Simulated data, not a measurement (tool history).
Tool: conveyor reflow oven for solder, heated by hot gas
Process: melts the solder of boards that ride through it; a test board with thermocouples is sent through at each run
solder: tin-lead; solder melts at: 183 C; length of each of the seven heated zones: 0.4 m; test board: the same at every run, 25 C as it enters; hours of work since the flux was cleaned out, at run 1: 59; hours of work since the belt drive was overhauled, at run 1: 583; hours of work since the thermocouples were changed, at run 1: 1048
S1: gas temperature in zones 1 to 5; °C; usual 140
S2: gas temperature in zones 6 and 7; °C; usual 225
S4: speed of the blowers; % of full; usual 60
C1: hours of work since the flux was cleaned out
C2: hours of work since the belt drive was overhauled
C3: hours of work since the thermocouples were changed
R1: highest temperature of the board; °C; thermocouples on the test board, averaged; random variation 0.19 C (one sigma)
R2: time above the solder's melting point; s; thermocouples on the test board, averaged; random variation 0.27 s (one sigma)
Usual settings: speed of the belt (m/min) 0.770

Run 1, hour 0.0: usual settings; C1 59; C2 583; C3 1048. Result: R1 199.6 °C, R2 29.9 s.
Run 2, hour 36.5: usual settings; C1 75; C2 599; C3 1064. Result: R1 199.6 °C, R2 29.6 s.
Run 3, hour 92.4: usual settings; C1 100; C2 624; C3 1089. Result: R1 199.7 °C, R2 30.1 s.
Run 4, hour 154.7: usual settings; C1 128; C2 652; C3 1117. Result: R1 199.5 °C, R2 29.6 s.
Run 5, hour 224.1: usual settings but S4 56 % of full; C1 160; C2 684; C3 1149. Result: R1 197.9 °C, R2 27.5 s.
Run 6, hour 264.1: usual settings; C1 178; C2 702; C3 1167. Result: R1 199.8 °C, R2 30.0 s.
Run 7, hour 331.4: usual settings; C1 208; C2 732; C3 1197. Result: R1 199.6 °C, R2 29.3 s.
Run 8, hour 364.7: usual settings; C1 223; C2 747; C3 1212. Result: R1 199.5 °C, R2 29.6 s.
At hour 393.6: flux residue cleaned out of gas plates and filters.
Run 9, hour 399.9: usual settings; C1 3; C2 761; C3 1226. Result: R1 199.8 °C, R2 29.5 s.
At hour 416.1: thermocouples of zones 6 and 7 changed.
Run 10, hour 457.8: usual settings but S4 74 % of full; C1 28; C2 786; C3 19. Result: R1 204.4 °C, R2 35.8 s.
Run 11, hour 513.9: usual settings but speed of the belt (m/min) 0.898, S4 74 % of full; C1 53; C2 811; C3 44. Result: R1 198.6 °C, R2 24.7 s.
Run 12, hour 552.5: usual settings but speed of the belt (m/min) 0.898, S4 74 % of full; C1 71; C2 829; C3 62. Result: R1 199.0 °C, R2 24.7 s.
Run 13, hour 589.6: usual settings; C1 88; C2 845; C3 78. Result: R1 199.4 °C, R2 29.9 s.
At hour 605.1: belt drive overhauled, speed set with a stopwatch.
Run 14, hour 642.8: usual settings but S2 234 °C; C1 110; C2 17; C3 100. Result: R1 206.2 °C, R2 36.7 s.
Run 15, hour 708.3: usual settings; C1 139; C2 47; C3 130. Result: R1 199.8 °C, R2 29.6 s.
Run 16, hour 739.4: usual settings but S2 217 °C, speed of the belt (m/min) 0.738; C1 153; C2 61; C3 144. Result: R1 195.0 °C, R2 25.7 s.
Run 17, hour 780.3: usual settings but S2 218 °C, speed of the belt (m/min) 0.785; C1 172; C2 79; C3 162. Result: R1 193.9 °C, R2 21.2 s.
Run 18, hour 822.4: usual settings but S1 133 °C, S2 216 °C, speed of the belt (m/min) 0.845, S4 79 % of full; C1 191; C2 98; C3 181. Result: R1 194.0 °C, R2 19.8 s.
Run 19, hour 853.1: usual settings but S2 230 °C, speed of the belt (m/min) 0.799; C1 204; C2 112; C3 195. Result: R1 202.1 °C, R2 31.5 s.
Run 20, hour 883.4: usual settings but S2 229 °C, speed of the belt (m/min) 0.853; C1 218; C2 125; C3 209. Result: R1 198.4 °C, R2 24.5 s.
At hour 922.3: flux residue cleaned out of gas plates and filters.
Run 21, hour 959.4: usual settings but S4 54 % of full; C1 17; C2 157; C3 241. Result: R1 197.3 °C, R2 25.6 s.
Run 22, hour 998.2: usual settings but S4 81 % of full; C1 34; C2 175; C3 258. Result: R1 206.4 °C, R2 38.4 s.
Run 23, hour 1063.1: usual settings but S4 81 % of full; C1 63; C2 204; C3 288. Result: R1 206.1 °C, R2 38.1 s.
Run 24, hour 1119.9: usual settings but S1 142 °C; C1 89; C2 230; C3 313. Result: R1 200.5 °C, R2 31.0 s.
Run 25, hour 1173.9: usual settings but S1 142 °C; C1 113; C2 254; C3 338. Result: R1 200.5 °C, R2 30.8 s.
Run 26, hour 1220.4: usual settings but S1 142 °C; C1 134; C2 275; C3 359. Result: R1 200.5 °C, R2 30.8 s.
Run 27, hour 1282.9: usual settings but S1 148 °C, speed of the belt (m/min) 0.853; C1 163; C2 303; C3 387. Result: R1 198.2 °C, R2 26.3 s.
Run 28, hour 1336.5: usual settings but S2 239 °C, S4 62 % of full; C1 187; C2 328; C3 411. Result: R1 211.0 °C, R2 40.5 s.
Run 29, hour 1395.0: usual settings but S2 239 °C, S4 62 % of full; C1 213; C2 354; C3 437. Result: R1 211.1 °C, R2 41.3 s.

Hidden state at the last listed run before each entry between runs and at the first one after, where it differs:
Between runs 8 and 9: flux residue cleaned out of gas plates and filters (hour 393.6)
  heat that the gas passes to the board, % of a clean oven's: 99.9 -> 100
Between runs 9 and 10: thermocouples of zones 6 and 7 changed (hour 416.1)
  true gas temperature in zones 6 and 7 over the reading, C: -0.06 -> -0.01
Between runs 13 and 14: belt drive overhauled, speed set with a stopwatch (hour 605.1)
  heat that the gas passes to the board, % of a clean oven's: 100 -> 99.9; belt's true speed, % of the reading: 99.98 -> 100
Between runs 20 and 21: flux residue cleaned out of gas plates and filters (hour 922.3)
  heat that the gas passes to the board, % of a clean oven's: 99.9 -> 100
